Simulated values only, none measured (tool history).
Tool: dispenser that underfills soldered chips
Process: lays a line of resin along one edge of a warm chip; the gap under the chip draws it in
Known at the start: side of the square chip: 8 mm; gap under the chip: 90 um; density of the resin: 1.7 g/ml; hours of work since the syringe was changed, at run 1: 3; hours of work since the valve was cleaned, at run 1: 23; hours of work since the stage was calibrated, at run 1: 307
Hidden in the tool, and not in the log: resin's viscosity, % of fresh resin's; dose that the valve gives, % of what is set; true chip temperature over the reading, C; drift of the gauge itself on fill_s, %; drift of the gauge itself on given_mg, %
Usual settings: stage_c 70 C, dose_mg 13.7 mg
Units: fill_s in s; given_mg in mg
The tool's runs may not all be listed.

run   hour  stage_c  dose_mg  hours of work since the syringe was changed  hours of work since the valve was cleaned  hours of work since the stage was calibrated  fill_s  given_mg
  1    0.0       70     13.7                                            3                                         23                                           307    65.8     13.60
  2   11.6       70     13.3                                           10                                         31                                           315    94.8     13.16
      14.9  -- new syringe of resin
  3   18.3       70     13.7                                            2                                         35                                           319    63.1     13.55
  4   30.3       70     13.7                                           10                                         43                                           327    93.9     13.50
      33.4  -- new syringe of resin
  5   36.3       70     13.7                                            2                                         47                                           331    65.6     13.51
  6   44.8       70     13.7                                            8                                         53                                           336    84.8     13.46
      51.7  -- new syringe of resin
  7   54.6       70     13.7                                            2                                         59                                           343    68.3     13.46
  8   64.2       70     13.7                                            8                                         65                                           349    89.5     13.45
      70.3  -- new syringe of resin
  9   70.3       70     13.7                                            0                                         69                                           353    58.0     13.38
 10   77.0       70     12.1                                            4                                         74                                           357    76.6     11.76
 11   83.2       70     12.1                                            9                                         78                                           362    92.3     11.79
      87.4  -- dispensing valve cleaned and set on the balance
      90.1  -- new syringe of resin
 12   95.6       70     13.7                                            4                                          5                                           369    71.2     13.72
 13  105.2       70     13.7                                           10                                         12                                           375    96.9     13.66
     109.3  -- new syringe of resin
 14  117.0       70     13.7                                            5                                         19                                           383    77.2     13.61
 15  123.0       70     13.7                                            9                                         23                                           387    94.0     13.65
     128.3  -- new syringe of resin
 16  129.6       70     13.7                                            1                                         27                                           391    62.7     13.60
 17  142.4       70     13.7                                            9                                         36                                           400    94.5     13.54
     147.0  -- new syringe of resin
 18  150.2       70     14.5                                            2                                         41                                           404    65.9     14.33
 19  155.4       70     17.7                                            6                                         44                                           408    76.4     17.43
     165.6  -- new syringe of resin
 20  168.3       85     16.7                                            2                                         53                                           416    37.9     16.36
 21  177.8       85     11.8                                            8                                         59                                           423    53.5     11.57
     184.6  -- new syringe of resin
 22  187.5       85     11.8                                            2                                         65                                           429    40.2     11.57
 23  196.7       85     11.8                                            8                                         71                                           435    53.8     11.51
     203.5  -- stage's temperature calibrated
     204.6  -- new syringe of resin
 24  209.5       70     11.9                                            3                                         79                                             4    66.7     11.57
     212.6  -- dispensing valve cleaned and set on the balance
 25  215.9       64     17.3                                            7                                          2                                             7    90.6     17.30
     224.0  -- new syringe of resin
 26  224.5       61     17.3                                            0                                          8                                            13    73.8     17.31

Forecast run 27:
 27  232.6       61     17.3                                            6                                         13                                            18       ?         ?

fill_s: 94.7 s
given_mg: 17.22 mg
Without the tool's hidden state the same run would have given fill_s 71.8 s, given_mg 17.28 mg.

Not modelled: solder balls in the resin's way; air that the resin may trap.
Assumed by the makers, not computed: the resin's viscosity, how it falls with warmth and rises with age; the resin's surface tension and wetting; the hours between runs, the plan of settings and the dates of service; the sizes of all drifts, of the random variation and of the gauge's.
